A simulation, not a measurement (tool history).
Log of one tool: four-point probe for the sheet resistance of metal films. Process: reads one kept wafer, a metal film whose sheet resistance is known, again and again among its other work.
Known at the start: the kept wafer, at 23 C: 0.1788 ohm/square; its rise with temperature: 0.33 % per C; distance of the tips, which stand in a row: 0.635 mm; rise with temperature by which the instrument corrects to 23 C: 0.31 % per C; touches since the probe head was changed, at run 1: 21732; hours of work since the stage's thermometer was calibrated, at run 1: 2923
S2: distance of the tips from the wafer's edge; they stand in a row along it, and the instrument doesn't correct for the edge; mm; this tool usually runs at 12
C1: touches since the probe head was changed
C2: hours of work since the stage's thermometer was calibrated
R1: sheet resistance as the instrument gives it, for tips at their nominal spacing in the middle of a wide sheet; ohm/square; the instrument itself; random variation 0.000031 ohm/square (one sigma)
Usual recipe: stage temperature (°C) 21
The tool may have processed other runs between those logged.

run 1 day=0 | stage_temperature_(°C)=21 S2=12 | C1=21732 C2=2923 | R1=0.179045
-- day=0.433 stage's thermometer calibrated
run 2 day=1.083 | stage_temperature_(°C)=21 S2=12 | C1=22389 C2=10 | R1=0.179452
run 3 day=2 | stage_temperature_(°C)=21 S2=12 | C1=22957 C2=24 | R1=0.179574
run 4 day=2.738 | stage_temperature_(°C)=20 S2=12 | C1=23411 C2=35 | R1=0.179467
run 5 day=3.704 | stage_temperature_(°C)=20 S2=12 | C1=24011 C2=50 | R1=0.179457
run 6 day=4.675 | stage_temperature_(°C)=20 S2=12 | C1=24610 C2=65 | R1=0.179557
run 7 day=5.683 | stage_temperature_(°C)=20 S2=12 | C1=25234 C2=81 | R1=0.179483
run 8 day=6.792 | stage_temperature_(°C)=20 S2=9 | C1=25919 C2=98 | R1=0.179694
run 9 day=7.871 | stage_temperature_(°C)=20 S2=9 | C1=26588 C2=114 | R1=0.179661
run 10 day=9.133 | stage_temperature_(°C)=20 S2=9 | C1=27369 C2=134 | R1=0.179664
run 11 day=9.854 | stage_temperature_(°C)=21 S2=12 | C1=27813 C2=145 | R1=0.179505
run 12 day=10.558 | stage_temperature_(°C)=31 S2=12 | C1=28248 C2=156 | R1=0.179745
run 13 day=11.762 | stage_temperature_(°C)=31 S2=12 | C1=28993 C2=174 | R1=0.179807
run 14 day=12.533 | stage_temperature_(°C)=21 S2=12 | C1=29471 C2=186 | R1=0.179595
run 15 day=13.496 | stage_temperature_(°C)=21 S2=5 | C1=30066 C2=201 | R1=0.180783
run 16 day=14.696 | stage_temperature_(°C)=21 S2=5 | C1=30808 C2=220 | R1=0.180792
run 17 day=15.254 | stage_temperature_(°C)=21 S2=5 | C1=31152 C2=228 | R1=0.180857
run 18 day=16.233 | stage_temperature_(°C)=21 S2=12 | C1=31758 C2=243 | R1=0.179493
run 19 day=17.267 | stage_temperature_(°C)=21 S2=54 | C1=32396 C2=259 | R1=0.179251
run 20 day=18.171 | stage_temperature_(°C)=21 S2=12 | C1=32956 C2=273 | R1=0.179484
run 21 day=18.938 | stage_temperature_(°C)=21 S2=70 | C1=33429 C2=285 | R1=0.179243
run 22 day=20.083 | stage_temperature_(°C)=21 S2=70 | C1=34139 C2=302 | R1=0.179245
run 23 day=21.017 | stage_temperature_(°C)=22 S2=25 | C1=34715 C2=317 | R1=0.179265
run 24 day=22.279 | stage_temperature_(°C)=22 S2=25 | C1=35496 C2=336 | R1=0.179254
run 25 day=23.054 | stage_temperature_(°C)=24 S2=13 | C1=35977 C2=348 | R1=0.179554
run 26 day=23.654 | stage_temperature_(°C)=34 S2=32 | C1=36348 C2=357 | R1=0.179587
run 27 day=24.662 | stage_temperature_(°C)=35 S2=8 | C1=36971 C2=373 | R1=0.180213
run 28 day=25.754 | stage_temperature_(°C)=35 S2=8 | C1=37645 C2=390 | R1=0.180137
run 29 day=26.546 | stage_temperature_(°C)=22 S2=7 | C1=38135 C2=402 | R1=0.180026
run 30 day=27.404 | stage_temperature_(°C)=20 S2=5 | C1=38665 C2=415 | R1=0.18078
run 31 day=28.342 | stage_temperature_(°C)=20 S2=5 | C1=39246 C2=430 | R1=0.180707
run 32 day=29.004 | stage_temperature_(°C)=24 S2=6 | C1=39655 C2=440 | R1=0.180333
run 33 day=30.079 | stage_temperature_(°C)=29 S2=13 | C1=40319 C2=456 | R1=0.179672
run 34 day=31.075 | stage_temperature_(°C)=28 S2=18 | C1=40935 C2=472 | R1=0.179576
run 35 day=31.625 | stage_temperature_(°C)=23 S2=7 | C1=41276 C2=480 | R1=0.180066
run 36 day=32.658 | stage_temperature_(°C)=23 S2=7 | C1=41915 C2=496 | R1=0.180085
run 37 day=33.525 | stage_temperature_(°C)=23 S2=7 | C1=42452 C2=509 | R1=0.180099
run 38 day=34.571 | stage_temperature_(°C)=30 S2=45 | C1=43099 C2=525 | R1=0.17952
run 39 day=35.608 | stage_temperature_(°C)=24 S2=4 | C1=43740 C2=541 | R1=0.181709
run 40 day=36.65 | stage_temperature_(°C)=24 S2=4 | C1=44385 C2=557 | R1=0.181705

What will run 41 give?
run 41 day=37.55 | stage_temperature_(°C)=23 S2=4 | C1=44939 C2=571 | R1=?

Run 41 measured R1 0.181715 ohm/square.
Take away the tool's hidden state, keep the run-to-run variation as it was, and the same run would have given R1 0.181212 ohm/square.
